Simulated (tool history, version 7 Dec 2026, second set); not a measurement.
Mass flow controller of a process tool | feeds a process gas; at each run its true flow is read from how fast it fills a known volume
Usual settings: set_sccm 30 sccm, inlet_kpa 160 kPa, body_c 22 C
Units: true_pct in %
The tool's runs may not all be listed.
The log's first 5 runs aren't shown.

| run | hour | set_sccm | inlet_kpa | body_c | true_pct |
|---|---|---|---|---|---|
| 6 | 930.8 | 30 | 225 | 22 | 101.53 |
| 7 | 1085.2 | 30 | 225 | 22 | 101.54 |
| 8 | 1217 | 32 | 160 | 22 | 101.86 |
| 9 | 1396 | 32 | 160 | 22 | 102.03 |
| 10 | 1656.6 | 32 | 160 | 22 | 102.05 |
| 11 | 1805.1 | 32 | 160 | 22 | 102.26 |
| 12 | 2025.8 | 32 | 160 | 22 | 102.09 |
| 13 | 2279 | 30 | 202 | 22 | 102.24 |
| 14 | 2439.1 | 30 | 174 | 22 | 102.61 |
| 15 | 2603.6 | 30 | 174 | 22 | 102.69 |
| 16 | 2719.6 | 26 | 160 | 22 | 103.04 |
| 17 | 2958.6 | 26 | 160 | 22 | 102.94 |
| 18 | 3148.8 | 28 | 160 | 22 | 103.08 |
| 19 | 3356.8 | 48 | 196 | 20 | 102.45 |
| 20 | 3509.3 | 29 | 160 | 22 | 103.34 |
| 21 | 3696.6 | 6 | 185 | 24 | 112.15 |
|  | 3771.1 | controller's zero set anew |
| 22 | 3908.8 | 12 | 236 | 36 | 101.27 |
| 23 | 4113.5 | 13 | 236 | 36 | 101.41 |
| 24 | 4272.7 | 24 | 245 | 22 | 100.62 |
| 25 | 4541.4 | 16 | 217 | 24 | 101.02 |

Forecast run 26:
| 26 | 4663.9 | 9 | 260 | 24 | ? |

{"run 26": {"true_pct": 101.22}}
Without the tool's hidden state the same run would have given true_pct 98.3 %.

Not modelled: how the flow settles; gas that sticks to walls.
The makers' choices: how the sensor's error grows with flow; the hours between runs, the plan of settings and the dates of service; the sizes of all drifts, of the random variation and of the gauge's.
